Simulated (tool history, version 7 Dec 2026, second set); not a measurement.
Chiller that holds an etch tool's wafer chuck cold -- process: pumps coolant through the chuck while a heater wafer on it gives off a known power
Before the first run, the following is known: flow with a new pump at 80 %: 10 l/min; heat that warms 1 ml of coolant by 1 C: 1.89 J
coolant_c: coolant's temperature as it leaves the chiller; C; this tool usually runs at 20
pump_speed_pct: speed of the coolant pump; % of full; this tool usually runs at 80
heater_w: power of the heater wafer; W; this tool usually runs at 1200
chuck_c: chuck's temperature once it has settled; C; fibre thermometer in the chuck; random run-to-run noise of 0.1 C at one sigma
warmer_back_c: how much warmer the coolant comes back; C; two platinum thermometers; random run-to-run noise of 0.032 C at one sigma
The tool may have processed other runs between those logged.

run,day,coolant_c,pump_speed_pct,heater_w,chuck_c,warmer_back_c
1,0.000,20,80,1200,35.4,3.77
2,1.646,20,80,1200,35.2,3.85
3,2.729,20,80,1200,35.5,3.80
4,4.296,20,80,1200,35.3,3.83
5,6.042,20,80,1200,35.5,3.82
6,6.983,20,80,819,30.6,2.58
7,8.133,19,80,819,29.6,2.63
8,9.546,14,96,664,21.8,1.74
9,11.092,14,96,664,21.7,1.73
10,12.725,14,96,664,21.7,1.74
11,14.133,20,86,1521,38.8,4.54
12,16.092,12,86,1521,31.0,4.55

4 options for the next run, each taken on its own from the tool as it stands now. Forecast them:
A,17.688,12,95,1121,?,?
B,17.688,12,80,1200,?,?
C,17.688,21,80,1200,?,?
D,17.688,12,65,895,?,?

run,chuck_c,warmer_back_c
A,25.2,3.08
B,27.6,3.84
C,36.7,3.88
D,25.6,3.61
Without the tool's hidden state the same runs would have given:
run,chuck_c,warmer_back_c
A,23.2,3.05
B,25.3,3.79
C,34.4,3.83
D,23.6,3.57
